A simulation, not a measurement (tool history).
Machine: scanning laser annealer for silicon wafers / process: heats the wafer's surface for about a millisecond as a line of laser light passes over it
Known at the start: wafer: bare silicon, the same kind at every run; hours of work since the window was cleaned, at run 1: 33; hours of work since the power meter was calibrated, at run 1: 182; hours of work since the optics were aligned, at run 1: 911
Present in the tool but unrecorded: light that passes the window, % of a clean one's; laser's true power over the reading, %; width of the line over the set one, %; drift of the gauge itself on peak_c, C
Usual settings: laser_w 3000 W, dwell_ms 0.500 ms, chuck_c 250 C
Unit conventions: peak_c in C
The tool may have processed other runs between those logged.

| run | hour | laser_w | dwell_ms | chuck_c | hours of work since the window was cleaned | hours of work since the power meter was calibrated | hours of work since the optics were aligned | peak_c |
|---|---|---|---|---|---|---|---|---|
| 1 | 0.0 | 3000 | 0.500 | 250 | 33 | 182 | 911 | 1081 |
| 2 | 11.2 | 3000 | 0.500 | 250 | 38 | 187 | 916 | 1087 |
| 3 | 28.1 | 3000 | 0.439 | 250 | 45 | 195 | 924 | 1030 |
| 4 | 44.0 | 3000 | 0.439 | 250 | 53 | 202 | 931 | 1029 |
| 5 | 51.1 | 3000 | 0.439 | 250 | 56 | 205 | 934 | 1031 |
| 6 | 60.4 | 3000 | 0.439 | 250 | 60 | 209 | 938 | 1034 |
| 7 | 68.4 | 3000 | 0.439 | 250 | 64 | 213 | 942 | 1030 |
| 8 | 77.8 | 3000 | 0.500 | 250 | 68 | 217 | 946 | 1087 |
| 9 | 93.1 | 3000 | 0.500 | 250 | 75 | 224 | 953 | 1085 |
| 10 | 101.4 | 3000 | 0.500 | 250 | 79 | 228 | 957 | 1086 |
| 11 | 114.4 | 2706 | 0.500 | 268 | 84 | 233 | 962 | 1016 |
| 12 | 130.2 | 2586 | 0.481 | 271 | 91 | 241 | 970 | 973 |

What does the tool deliver on the next run?
| 13 | 139.4 | 2586 | 0.481 | 271 | 96 | 245 | 974 | ? |

Run 13 came out at peak_c 973 C.
Had the tool carried no hidden state, the very same run would have given peak_c 973 C.
